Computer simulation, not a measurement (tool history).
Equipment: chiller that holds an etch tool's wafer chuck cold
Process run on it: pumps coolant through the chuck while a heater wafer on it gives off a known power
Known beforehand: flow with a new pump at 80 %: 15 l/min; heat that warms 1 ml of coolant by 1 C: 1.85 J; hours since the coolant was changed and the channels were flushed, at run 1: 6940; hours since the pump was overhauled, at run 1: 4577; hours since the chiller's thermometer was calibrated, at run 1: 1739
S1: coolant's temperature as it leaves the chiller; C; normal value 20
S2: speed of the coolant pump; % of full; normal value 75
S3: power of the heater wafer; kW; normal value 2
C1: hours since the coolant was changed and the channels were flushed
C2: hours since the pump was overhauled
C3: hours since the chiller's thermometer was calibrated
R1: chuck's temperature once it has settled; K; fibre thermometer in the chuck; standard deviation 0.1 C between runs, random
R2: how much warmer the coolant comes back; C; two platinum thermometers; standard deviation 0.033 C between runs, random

| run | hour | S1 | S2 | S3 | C1 | C2 | C3 | R1 | R2 |
|---|---|---|---|---|---|---|---|---|---|
| 1 | 0 | 20 | 75 | 2 | 6940 | 4577 | 1739 | 314.65 | 5.02 |
| 2 | 65.5 | 20 | 75 | 2 | 7006 | 4643 | 1804 | 314.65 | 5.04 |
| 3 | 143.9 | 20 | 75 | 2 | 7084 | 4721 | 1883 | 314.75 | 5.01 |
| 4 | 251.9 | 20 | 75 | 2 | 7192 | 4829 | 1991 | 314.75 | 5.09 |
| 5 | 320.7 | 20 | 75 | 2 | 7261 | 4898 | 2059 | 314.95 | 5.02 |
| 6 | 384.6 | 20 | 75 | 2 | 7325 | 4962 | 2123 | 315.05 | 5.1 |
| 7 | 481 | 20 | 75 | 2 | 7421 | 5058 | 2220 | 314.75 | 5.11 |
|  | 487.7 | chiller's thermometer calibrated |
| 8 | 536.4 | 20 | 75 | 2 | 7476 | 5112 | 49 | 314.65 | 5.09 |
| 9 | 626.9 | 19 | 75 | 2 | 7566 | 5203 | 139 | 313.85 | 5.11 |
| 10 | 735.6 | 18 | 75 | 2 | 7675 | 5312 | 248 | 312.85 | 5.1 |
| 11 | 797.1 | 18 | 75 | 2 | 7736 | 5373 | 309 | 312.85 | 5.07 |
| 12 | 909.7 | 15 | 75 | 2 | 7849 | 5486 | 422 | 310.05 | 5.18 |
| 13 | 997.5 | 24 | 75 | 1.506 | 7937 | 5573 | 510 | 313.45 | 3.85 |
| 14 | 1070.8 | 24 | 69 | 1.808 | 8010 | 5647 | 583 | 318.45 | 5.16 |
| 15 | 1179.1 | 14 | 82 | 2 | 8118 | 5755 | 691 | 307.65 | 4.69 |
| 16 | 1270.6 | 28 | 65 | 2.222 | 8210 | 5847 | 783 | 328.85 | 6.76 |
| 17 | 1332.5 | 12 | 75 | 1.3 | 8272 | 5909 | 845 | 299.65 | 3.33 |
| 18 | 1411.9 | 15 | 61 | 1.397 | 8351 | 5988 | 924 | 306.65 | 4.51 |
|  | 1430.8 | coolant changed, channels flushed |
| 19 | 1490 | 15 | 61 | 1.397 | 59 | 6060 | 996 | 304.85 | 4.5 |
| 20 | 1583.2 | 13 | 62 | 2.676 | 152 | 6153 | 1090 | 317.95 | 8.56 |
| 21 | 1697.2 | 14 | 79 | 1.557 | 266 | 6267 | 1204 | 302.35 | 3.87 |

Forecast each of these 4 alternatives for the next run:
| A | 1777.8 | 13 | 79 | 1.557 | 347 | 6348 | 1284 | ? | ? |
| B | 1777.8 | 20 | 74 | 2.913 | 347 | 6348 | 1284 | ? | ? |
| C | 1777.8 | 20 | 75 | 2 | 347 | 6348 | 1284 | ? | ? |
| D | 1777.8 | 20 | 80 | 1.625 | 347 | 6348 | 1284 | ? | ? |

| run | R1 | R2 |
|---|---|---|
| A | 301.25 | 3.88 |
| B | 323.15 | 7.71 |
| C | 313.45 | 5.22 |
| D | 308.85 | 3.96 |
Without the tool's hidden state the same runs would have given:
| run | R1 | R2 |
|---|---|---|
| A | 299.65 | 3.45 |
| B | 320.05 | 6.84 |
| C | 311.35 | 4.64 |
| D | 307.25 | 3.51 |

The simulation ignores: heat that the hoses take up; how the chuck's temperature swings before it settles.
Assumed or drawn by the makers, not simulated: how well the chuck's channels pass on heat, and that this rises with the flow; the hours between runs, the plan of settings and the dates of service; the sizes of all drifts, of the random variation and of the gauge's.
